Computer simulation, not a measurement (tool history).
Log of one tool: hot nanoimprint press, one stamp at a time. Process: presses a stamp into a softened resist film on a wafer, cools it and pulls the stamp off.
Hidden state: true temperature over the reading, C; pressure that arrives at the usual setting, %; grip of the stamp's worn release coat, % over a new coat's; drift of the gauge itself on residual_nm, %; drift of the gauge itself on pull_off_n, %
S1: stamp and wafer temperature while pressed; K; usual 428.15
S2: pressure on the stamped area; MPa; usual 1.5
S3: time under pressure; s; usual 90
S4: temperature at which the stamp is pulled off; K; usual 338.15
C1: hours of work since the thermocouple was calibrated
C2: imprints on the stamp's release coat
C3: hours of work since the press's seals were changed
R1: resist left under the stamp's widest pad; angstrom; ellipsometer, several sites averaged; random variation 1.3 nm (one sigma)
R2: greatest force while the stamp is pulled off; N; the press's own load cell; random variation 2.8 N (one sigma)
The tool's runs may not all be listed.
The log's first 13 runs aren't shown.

run,day,S1,S2,S3,S4,C1,C2,C3,R1,R2
14,4.129,428.15,1.5,90,346.15,44,91,50,2025,124
15,4.317,428.15,1.5,90,346.15,45,98,52,2006,127
16,4.725,428.15,1.74,90,342.15,49,111,56,1859,125
17,5.092,416.15,1.74,90,330.15,53,124,60,2929,147
18,5.362,419.15,1.74,90,324.15,55,133,62,2633,152
19,5.612,428.15,1.14,113,346.15,58,142,65,2114,128
20,5.788,436.15,1.14,167,346.15,60,148,66,1371,124
21,6.075,420.15,1.02,131,331.15,62,157,69,2850,145
22,6.246,420.15,1.02,131,331.15,64,163,71,2846,144
23,6.417,421.15,1.06,64,345.15,66,169,72,3283,128
24,6.604,428.15,1.5,90,342.15,67,175,74,2006,124
25,6.971,428.15,1.53,90,342.15,71,188,78,1972,130
26,7.154,437.15,2.21,90,336.15,73,194,79,1161,136
27,7.429,428.15,2.22,124,338.15,75,203,82,1419,137
28,7.667,428.15,2.12,90,338.15,78,211,84,1648,138
29,7.842,428.15,1.5,90,334.15,79,217,86,1999,142
30,8.067,428.15,1.5,90,334.15,82,225,88,2008,145

3 ways to go on from here, each from the tool as it stands after run 30. What would each give?
A,8.383,428.15,1.13,80,338.15,85,236,91,?,?
B,8.383,428.15,0.92,90,333.15,85,236,91,?,?
C,8.383,422.15,2.39,90,338.15,85,236,91,?,?

run,R1,R2
A,2400,139
B,2546,136
C,1974,138
Without the tool's hidden state the same runs would have given:
run,R1,R2
A,2438,134
B,2585,131
C,2007,133

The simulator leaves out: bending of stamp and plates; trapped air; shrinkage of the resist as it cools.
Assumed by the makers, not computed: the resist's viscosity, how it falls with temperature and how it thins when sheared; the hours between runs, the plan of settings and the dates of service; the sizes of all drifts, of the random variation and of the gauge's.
